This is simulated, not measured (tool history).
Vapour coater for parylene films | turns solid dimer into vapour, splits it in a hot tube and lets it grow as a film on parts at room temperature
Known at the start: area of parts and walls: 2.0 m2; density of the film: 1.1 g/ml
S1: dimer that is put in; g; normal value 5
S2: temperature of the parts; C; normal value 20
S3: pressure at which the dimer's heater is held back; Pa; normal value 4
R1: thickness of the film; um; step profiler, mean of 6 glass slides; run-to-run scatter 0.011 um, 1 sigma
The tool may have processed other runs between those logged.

{"run": 1, "hour": 0.0, "S1": 5, "S2": 20, "S3": 4, "R1": 0.98}
{"run": 2, "hour": 43.9, "S1": 5, "S2": 20, "S3": 4, "R1": 0.97}
{"hour": 70.6, "done": "trap's valve overhauled"}
{"run": 3, "hour": 86.9, "S1": 3, "S2": 20, "S3": 4, "R1": 0.6}
{"hour": 120.1, "done": "table's thermometer calibrated"}
{"run": 4, "hour": 127.9, "S1": 3, "S2": 20, "S3": 4, "R1": 0.6}
{"run": 5, "hour": 161.6, "S1": 3, "S2": 20, "S3": 4, "R1": 0.61}
{"hour": 195.3, "done": "table's thermometer calibrated, once more"}
{"run": 6, "hour": 207.4, "S1": 3, "S2": 20, "S3": 4, "R1": 0.62}
{"run": 7, "hour": 245.0, "S1": 5, "S2": 20, "S3": 4, "R1": 1.01}
{"run": 8, "hour": 279.1, "S1": 5, "S2": 20, "S3": 4, "R1": 1.01}
{"run": 9, "hour": 315.7, "S1": 2, "S2": 30, "S3": 4, "R1": 0.36}
{"run": 10, "hour": 365.8, "S1": 2, "S2": 18, "S3": 10.46, "R1": 0.38}
{"run": 11, "hour": 391.6, "S1": 2, "S2": 18, "S3": 10.46, "R1": 0.37}
{"run": 12, "hour": 430.8, "S1": 2, "S2": 18, "S3": 10.46, "R1": 0.36}

What does the tool deliver on the next run?
{"run": 13, "hour": 476.1, "S1": 5, "S2": 22, "S3": 4, "R1": "?"}

{"run 13": {"R1": 0.95}}
The same run, on a tool lacking any hidden state, would have yielded R1 1.02 um.
